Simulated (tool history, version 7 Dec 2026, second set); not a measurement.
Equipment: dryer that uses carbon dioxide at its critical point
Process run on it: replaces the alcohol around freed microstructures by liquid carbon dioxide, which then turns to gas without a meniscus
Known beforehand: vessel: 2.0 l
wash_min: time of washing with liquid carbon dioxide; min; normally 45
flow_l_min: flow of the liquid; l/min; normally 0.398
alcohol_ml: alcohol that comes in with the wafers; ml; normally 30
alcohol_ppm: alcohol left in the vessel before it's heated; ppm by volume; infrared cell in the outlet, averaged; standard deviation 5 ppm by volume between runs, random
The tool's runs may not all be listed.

run 1 hour=0 | wash_min=45 flow_l_min=0.398 alcohol_ml=30 | alcohol_ppm=23
run 2 hour=44.3 | wash_min=45 flow_l_min=0.398 alcohol_ml=30 | alcohol_ppm=19
run 3 hour=105.5 | wash_min=45 flow_l_min=0.661 alcohol_ml=30 | alcohol_ppm=8
run 4 hour=173.3 | wash_min=45 flow_l_min=0.661 alcohol_ml=30 | alcohol_ppm=24
run 5 hour=205 | wash_min=45 flow_l_min=0.241 alcohol_ml=30 | alcohol_ppm=112
run 6 hour=258.8 | wash_min=45 flow_l_min=0.503 alcohol_ml=30 | alcohol_ppm=26
run 7 hour=298.7 | wash_min=45 flow_l_min=0.398 alcohol_ml=30 | alcohol_ppm=36
run 8 hour=359.4 | wash_min=45 flow_l_min=0.398 alcohol_ml=30 | alcohol_ppm=38
run 9 hour=399.2 | wash_min=45 flow_l_min=0.398 alcohol_ml=30 | alcohol_ppm=32
run 10 hour=441.7 | wash_min=45 flow_l_min=0.398 alcohol_ml=30 | alcohol_ppm=37
run 11 hour=477.6 | wash_min=45 flow_l_min=0.398 alcohol_ml=87 | alcohol_ppm=49
run 12 hour=519 | wash_min=45 flow_l_min=0.398 alcohol_ml=87 | alcohol_ppm=38
run 13 hour=567.8 | wash_min=30 flow_l_min=0.398 alcohol_ml=30 | alcohol_ppm=104
run 14 hour=613.8 | wash_min=61 flow_l_min=0.398 alcohol_ml=30 | alcohol_ppm=44
run 15 hour=662.6 | wash_min=45 flow_l_min=0.398 alcohol_ml=30 | alcohol_ppm=42
run 16 hour=708 | wash_min=45 flow_l_min=0.398 alcohol_ml=30 | alcohol_ppm=46
run 17 hour=759.2 | wash_min=45 flow_l_min=0.398 alcohol_ml=22 | alcohol_ppm=41
run 18 hour=812.7 | wash_min=45 flow_l_min=0.398 alcohol_ml=22 | alcohol_ppm=46
-- hour=819.4 inlet filter changed
run 19 hour=881.2 | wash_min=45 flow_l_min=0.398 alcohol_ml=30 | alcohol_ppm=59
run 20 hour=922.8 | wash_min=45 flow_l_min=0.398 alcohol_ml=30 | alcohol_ppm=45
run 21 hour=959.3 | wash_min=45 flow_l_min=0.398 alcohol_ml=30 | alcohol_ppm=53
run 22 hour=999.1 | wash_min=45 flow_l_min=0.398 alcohol_ml=30 | alcohol_ppm=47
run 23 hour=1036.5 | wash_min=45 flow_l_min=0.398 alcohol_ml=30 | alcohol_ppm=53
run 24 hour=1088.7 | wash_min=47 flow_l_min=0.398 alcohol_ml=30 | alcohol_ppm=47
run 25 hour=1158.9 | wash_min=60 flow_l_min=0.36 alcohol_ml=43 | alcohol_ppm=54
run 26 hour=1228.5 | wash_min=60 flow_l_min=0.36 alcohol_ml=43 | alcohol_ppm=61
run 27 hour=1264.5 | wash_min=41 flow_l_min=0.648 alcohol_ml=20 | alcohol_ppm=57
run 28 hour=1296.3 | wash_min=36 flow_l_min=0.398 alcohol_ml=48 | alcohol_ppm=77
run 29 hour=1367.1 | wash_min=42 flow_l_min=0.645 alcohol_ml=59 | alcohol_ppm=64
run 30 hour=1419.4 | wash_min=45 flow_l_min=0.28 alcohol_ml=38 | alcohol_ppm=124
run 31 hour=1467.6 | wash_min=65 flow_l_min=0.546 alcohol_ml=118 | alcohol_ppm=65
run 32 hour=1500.3 | wash_min=65 flow_l_min=0.546 alcohol_ml=118 | alcohol_ppm=63
run 33 hour=1541.2 | wash_min=65 flow_l_min=0.546 alcohol_ml=118 | alcohol_ppm=66
run 34 hour=1610.1 | wash_min=30 flow_l_min=0.398 alcohol_ml=35 | alcohol_ppm=163
-- hour=1633.7 inlet filter changed
run 35 hour=1671.2 | wash_min=30 flow_l_min=0.637 alcohol_ml=35 | alcohol_ppm=70
run 36 hour=1700.7 | wash_min=59 flow_l_min=0.556 alcohol_ml=38 | alcohol_ppm=77
run 37 hour=1756.7 | wash_min=70 flow_l_min=0.31 alcohol_ml=89 | alcohol_ppm=80
run 38 hour=1822.6 | wash_min=45 flow_l_min=0.46 alcohol_ml=52 | alcohol_ppm=81
run 39 hour=1870.5 | wash_min=45 flow_l_min=0.667 alcohol_ml=58 | alcohol_ppm=72
run 40 hour=1914.4 | wash_min=45 flow_l_min=0.667 alcohol_ml=58 | alcohol_ppm=69
run 41 hour=1953.4 | wash_min=37 flow_l_min=0.398 alcohol_ml=106 | alcohol_ppm=130
run 42 hour=2021.2 | wash_min=37 flow_l_min=0.391 alcohol_ml=33 | alcohol_ppm=106
run 43 hour=2049.9 | wash_min=45 flow_l_min=0.398 alcohol_ml=73 | alcohol_ppm=100
run 44 hour=2116.2 | wash_min=58 flow_l_min=0.398 alcohol_ml=73 | alcohol_ppm=83
run 45 hour=2182.5 | wash_min=68 flow_l_min=0.246 alcohol_ml=22 | alcohol_ppm=101
-- hour=2223 purifier's bed changed
run 46 hour=2227.6 | wash_min=45 flow_l_min=0.398 alcohol_ml=21 | alcohol_ppm=3
run 47 hour=2285.9 | wash_min=46 flow_l_min=0.331 alcohol_ml=30 | alcohol_ppm=24

What if the next run were any one of these 4? Each begins from the tool's condition after run 47:
run A hour=2346.6 | wash_min=46 flow_l_min=0.331 alcohol_ml=73 | alcohol_ppm=?
run B hour=2346.6 | wash_min=46 flow_l_min=0.331 alcohol_ml=27 | alcohol_ppm=?
run C hour=2346.6 | wash_min=30 flow_l_min=0.381 alcohol_ml=29 | alcohol_ppm=?
run D hour=2346.6 | wash_min=36 flow_l_min=0.331 alcohol_ml=30 | alcohol_ppm=?

run=A alcohol_ppm=48
run=B alcohol_ppm=16
run=C alcohol_ppm=96
run=D alcohol_ppm=90
Had the tool no hidden state, the same runs would have come out as:
run=A alcohol_ppm=19
run=B alcohol_ppm=3
run=C alcohol_ppm=50
run=D alcohol_ppm=49

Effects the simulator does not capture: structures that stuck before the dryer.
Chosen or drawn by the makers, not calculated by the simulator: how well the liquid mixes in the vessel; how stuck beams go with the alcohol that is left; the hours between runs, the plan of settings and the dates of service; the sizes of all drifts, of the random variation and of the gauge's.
